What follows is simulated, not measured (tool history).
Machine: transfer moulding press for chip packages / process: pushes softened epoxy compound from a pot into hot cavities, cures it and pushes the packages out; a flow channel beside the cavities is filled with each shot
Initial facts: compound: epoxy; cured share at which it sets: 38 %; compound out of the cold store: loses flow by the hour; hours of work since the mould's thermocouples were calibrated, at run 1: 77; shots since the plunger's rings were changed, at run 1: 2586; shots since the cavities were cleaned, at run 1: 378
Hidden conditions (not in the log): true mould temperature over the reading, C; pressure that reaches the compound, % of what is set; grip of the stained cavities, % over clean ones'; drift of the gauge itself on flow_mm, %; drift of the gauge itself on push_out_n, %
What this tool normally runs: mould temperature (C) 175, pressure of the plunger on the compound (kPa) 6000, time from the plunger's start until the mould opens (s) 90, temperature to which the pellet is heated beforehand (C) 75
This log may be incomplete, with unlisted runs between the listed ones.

run,hour,mould temperature (C),pressure of the plunger on the compound (kPa),time from the plunger's start until the mould opens (s),temperature to which the pellet is heated beforehand (C),hours of work since the mould's thermocouples were calibrated,shots since the plunger's rings were changed,shots since the cavities were cleaned,incoming compound's hours out of the cold store,length that the compound runs in the flow channel (mm),greatest force on the pins that push the packages out (N)
1,0,175,6000,90,75,77,2586,378,12.6,720,454
2,12.3,175,6000,90,75,82,2704,496,25,678,445
# hour 18.8: cavities cleaned with cleaning compound and waxed
3,24.2,175,6000,90,75,87,2804,52,43.3,615,553
4,30,175,6000,90,75,89,2860,108,30.2,656,561
5,40.6,175,6000,90,75,94,2961,209,39.5,625,573
6,47.9,175,6000,90,75,97,3032,280,30.8,653,576
7,58.4,181,6000,90,75,102,3132,380,10.6,709,483
8,65.4,181,6000,90,75,105,3200,448,20.3,675,482
9,75.3,181,4550,90,75,110,3294,542,16.1,601,512
# hour 77.7: cavities cleaned with cleaning compound and waxed
# hour 88.7: cavities cleaned with cleaning compound and waxed, once more
10,88.7,175,6000,90,68,114,3395,0,23.7,676,260
11,95,175,6000,90,68,117,3455,60,43.8,610,302
12,100.8,175,6000,90,75,120,3510,115,46.8,600,325
13,107.7,175,6000,90,69,123,3577,182,15.1,705,373
14,115.3,175,6000,90,69,126,3649,254,24.5,671,391
15,125.8,175,6000,90,69,131,3750,355,47.3,599,403
16,132.3,175,6000,118,75,134,3813,418,42.5,612,364
17,139.9,168,4710,74,70,137,3885,490,44.9,547,1006
# hour 147.4: cavities cleaned with cleaning compound and waxed
18,152.7,175,5190,90,75,142,3994,51,33.9,596,305
19,160.4,172,7480,90,81,146,4068,125,43.9,684,374
20,172.5,170,5190,81,74,151,4184,241,47.9,565,615
21,181.4,171,7420,75,75,155,4269,326,34.5,719,734
22,190.8,171,7420,75,75,159,4360,417,18.5,770,817
23,197,171,7420,75,75,162,4420,477,32.4,721,813
24,203.2,175,5390,125,81,165,4479,536,39.1,591,374
# hour 205.8: cavities cleaned with cleaning compound and waxed
25,209.7,173,5040,104,81,167,4527,37,13.4,649,285
26,222,175,6590,96,77,173,4645,155,41.7,637,322
27,228.4,175,6590,96,77,175,4706,216,37.4,658,336
28,238.5,175,6000,90,74,180,4803,313,46.7,597,390
29,247.2,175,6000,90,74,184,4887,397,40.6,612,420

3 options for the next run, each taken on its own from the tool as it stands now. Forecast them:
A,256.5,179,6000,90,74,188,4976,486,42.3,?,?
B,256.5,175,4980,90,74,188,4976,486,18.7,?,?
C,256.5,175,7320,90,74,188,4976,486,34.6,?,?

run,length that the compound runs in the flow channel (mm),greatest force on the pins that push the packages out (N)
A,604,383
B,624,459
C,700,449
Without the tool's hidden state the same runs would have given:
run,length that the compound runs in the flow channel (mm),greatest force on the pins that push the packages out (N)
A,629,230
B,649,271
C,728,264
